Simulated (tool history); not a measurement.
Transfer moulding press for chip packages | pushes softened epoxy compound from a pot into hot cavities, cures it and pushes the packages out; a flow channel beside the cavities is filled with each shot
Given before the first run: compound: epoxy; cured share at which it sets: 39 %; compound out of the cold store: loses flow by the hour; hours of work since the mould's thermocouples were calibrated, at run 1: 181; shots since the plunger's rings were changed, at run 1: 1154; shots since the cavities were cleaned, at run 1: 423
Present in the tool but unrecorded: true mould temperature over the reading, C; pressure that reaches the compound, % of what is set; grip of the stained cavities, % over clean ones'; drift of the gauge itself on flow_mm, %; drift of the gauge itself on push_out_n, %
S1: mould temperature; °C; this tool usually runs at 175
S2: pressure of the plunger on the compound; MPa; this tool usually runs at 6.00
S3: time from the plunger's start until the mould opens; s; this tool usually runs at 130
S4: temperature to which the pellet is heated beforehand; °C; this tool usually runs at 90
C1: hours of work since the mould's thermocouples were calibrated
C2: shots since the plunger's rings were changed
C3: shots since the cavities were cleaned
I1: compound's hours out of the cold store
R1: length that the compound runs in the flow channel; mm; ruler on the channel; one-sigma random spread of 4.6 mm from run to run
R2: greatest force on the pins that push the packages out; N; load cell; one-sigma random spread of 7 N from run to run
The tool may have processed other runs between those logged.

| run | hour | S1 | S2 | S3 | S4 | C1 | C2 | C3 | I1 | R1 | R2 |
|---|---|---|---|---|---|---|---|---|---|---|---|
| 1 | 0.0 | 175 | 6.00 | 130 | 90 | 181 | 1154 | 423 | 29.5 | 816 | 473 |
| 2 | 20.6 | 175 | 6.00 | 130 | 90 | 191 | 1302 | 571 | 29.4 | 824 | 514 |
| 3 | 30.2 | 175 | 6.00 | 126 | 90 | 196 | 1371 | 640 | 21.1 | 862 | 571 |
| 4 | 42.5 | 175 | 6.00 | 130 | 97 | 202 | 1460 | 729 | 30.9 | 813 | 528 |
| 5 | 56.2 | 175 | 6.00 | 130 | 97 | 208 | 1558 | 827 | 29.0 | 819 | 569 |
| 6 | 74.1 | 175 | 6.00 | 130 | 91 | 217 | 1687 | 956 | 27.6 | 831 | 578 |
| 7 | 91.0 | 175 | 6.00 | 130 | 91 | 225 | 1809 | 1078 | 25.3 | 830 | 613 |
|  | 106.8 | cavities cleaned with cleaning compound and waxed |
| 8 | 112.8 | 175 | 6.00 | 130 | 90 | 235 | 1955 | 43 | 21.7 | 844 | 320 |
| 9 | 126.2 | 175 | 6.00 | 130 | 86 | 242 | 2052 | 140 | 27.8 | 822 | 360 |
| 10 | 147.8 | 175 | 6.00 | 130 | 86 | 253 | 2207 | 295 | 34.8 | 792 | 410 |
| 11 | 157.3 | 175 | 6.00 | 139 | 90 | 257 | 2275 | 363 | 11.3 | 888 | 411 |
| 12 | 177.5 | 175 | 6.00 | 139 | 90 | 267 | 2421 | 509 | 27.7 | 814 | 460 |
| 13 | 188.5 | 175 | 6.00 | 130 | 90 | 273 | 2500 | 588 | 24.1 | 836 | 511 |
| 14 | 209.9 | 175 | 6.00 | 130 | 90 | 283 | 2654 | 742 | 9.2 | 893 | 550 |
| 15 | 222.6 | 175 | 6.00 | 130 | 92 | 289 | 2745 | 833 | 16.0 | 857 | 568 |
| 16 | 237.7 | 167 | 6.11 | 124 | 97 | 297 | 2854 | 942 | 19.6 | 869 | 979 |
| 17 | 255.9 | 181 | 6.00 | 118 | 90 | 306 | 2985 | 1073 | 26.7 | 802 | 518 |
|  | 270.7 | cavities cleaned with cleaning compound and waxed |
| 18 | 274.0 | 175 | 6.00 | 130 | 97 | 314 | 3104 | 23 | 39.2 | 774 | 289 |
| 19 | 283.0 | 169 | 4.72 | 145 | 90 | 318 | 3169 | 88 | 19.1 | 761 | 363 |
| 20 | 292.9 | 169 | 4.72 | 145 | 90 | 323 | 3240 | 159 | 17.3 | 765 | 418 |
| 21 | 302.8 | 169 | 4.72 | 145 | 90 | 328 | 3312 | 231 | 13.6 | 771 | 449 |
|  | 315.1 | plunger's sealing rings changed |
| 22 | 319.5 | 183 | 5.94 | 142 | 96 | 335 | 31 | 333 | 37.3 | 780 | 377 |
| 23 | 339.2 | 179 | 4.82 | 161 | 98 | 345 | 173 | 475 | 19.1 | 767 | 401 |
| 24 | 353.7 | 174 | 6.00 | 130 | 92 | 352 | 277 | 579 | 8.9 | 920 | 530 |
| 25 | 362.4 | 174 | 6.00 | 130 | 92 | 356 | 340 | 642 | 28.0 | 834 | 542 |
|  | 367.9 | mould's thermocouples calibrated |
| 26 | 375.1 | 175 | 6.00 | 122 | 83 | 4 | 417 | 719 | 32.8 | 825 | 576 |
| 27 | 391.7 | 175 | 5.01 | 130 | 90 | 12 | 537 | 839 | 39.7 | 720 | 546 |
| 28 | 406.0 | 175 | 5.01 | 130 | 90 | 19 | 640 | 942 | 17.4 | 797 | 589 |
| 29 | 423.5 | 175 | 5.77 | 129 | 87 | 27 | 765 | 1067 | 22.5 | 836 | 598 |

Consider 3 possible next runs. They are alternatives, not a sequence: every one starts from the tool as it was left by run 29. What does each give?
|  | 440.3 | cavities cleaned with cleaning compound and waxed |
| A | 444.4 | 170 | 6.07 | 130 | 90 | 37 | 905 | 30 | 40.1 | ? | ? |
|  | 440.3 | cavities cleaned with cleaning compound and waxed |
| B | 444.4 | 169 | 5.85 | 138 | 90 | 37 | 905 | 30 | 12.9 | ? | ? |
|  | 440.3 | cavities cleaned with cleaning compound and waxed |
| C | 444.4 | 175 | 6.00 | 138 | 95 | 37 | 905 | 30 | 31.9 | ? | ? |

| run | R1 | R2 |
|---|---|---|
| A | 805 | 381 |
| B | 888 | 368 |
| C | 820 | 281 |
Had the tool no hidden state, the same runs would have come out as:
| run | R1 | R2 |
|---|---|---|
| A | 813 | 363 |
| B | 897 | 351 |
| C | 828 | 267 |

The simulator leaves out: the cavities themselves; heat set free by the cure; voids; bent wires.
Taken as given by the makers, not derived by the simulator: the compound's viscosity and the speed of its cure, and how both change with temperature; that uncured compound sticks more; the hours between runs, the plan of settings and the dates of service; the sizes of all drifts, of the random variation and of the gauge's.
